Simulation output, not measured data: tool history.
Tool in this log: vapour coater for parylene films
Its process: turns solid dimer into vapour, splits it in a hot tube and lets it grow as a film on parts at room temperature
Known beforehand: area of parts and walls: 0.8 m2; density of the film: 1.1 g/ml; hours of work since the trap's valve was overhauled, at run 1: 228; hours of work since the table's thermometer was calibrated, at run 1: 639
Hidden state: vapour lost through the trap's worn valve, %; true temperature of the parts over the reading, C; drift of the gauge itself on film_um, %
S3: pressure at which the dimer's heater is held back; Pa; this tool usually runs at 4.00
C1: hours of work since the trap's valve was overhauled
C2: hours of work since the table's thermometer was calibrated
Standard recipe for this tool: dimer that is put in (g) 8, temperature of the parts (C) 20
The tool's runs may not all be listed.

run 1 day=0.000 | dimer_that_is_put_in_(g)=8 temperature_of_the_parts_(C)=20 S3=4.00 | C1=228 C2=639 | thickness_of_the_film_(µm)=4.03
run 2 day=1.071 | dimer_that_is_put_in_(g)=8 temperature_of_the_parts_(C)=20 S3=4.00 | C1=247 C2=658 | thickness_of_the_film_(µm)=4.09
run 3 day=1.854 | dimer_that_is_put_in_(g)=8 temperature_of_the_parts_(C)=20 S3=9.43 | C1=260 C2=671 | thickness_of_the_film_(µm)=3.28
run 4 day=2.467 | dimer_that_is_put_in_(g)=8 temperature_of_the_parts_(C)=30 S3=9.43 | C1=271 C2=682 | thickness_of_the_film_(µm)=2.16
run 5 day=3.525 | dimer_that_is_put_in_(g)=8 temperature_of_the_parts_(C)=30 S3=9.43 | C1=290 C2=701 | thickness_of_the_film_(µm)=2.14
run 6 day=4.262 | dimer_that_is_put_in_(g)=8 temperature_of_the_parts_(C)=30 S3=9.43 | C1=303 C2=714 | thickness_of_the_film_(µm)=2.14
run 7 day=4.842 | dimer_that_is_put_in_(g)=11 temperature_of_the_parts_(C)=30 S3=2.26 | C1=313 C2=724 | thickness_of_the_film_(µm)=4.02

Run 8, settings as shown, results not yet in. Your forecast:
run 8 day=5.625 | dimer_that_is_put_in_(g)=11 temperature_of_the_parts_(C)=30 S3=2.26 | C1=326 C2=737 | thickness_of_the_film_(µm)=?

{"run 8": {"thickness of the film (µm)": 4.01}}
If the tool had no hidden condition, the same run with the same run-to-run variation would have returned thickness of the film (µm) 4.46.

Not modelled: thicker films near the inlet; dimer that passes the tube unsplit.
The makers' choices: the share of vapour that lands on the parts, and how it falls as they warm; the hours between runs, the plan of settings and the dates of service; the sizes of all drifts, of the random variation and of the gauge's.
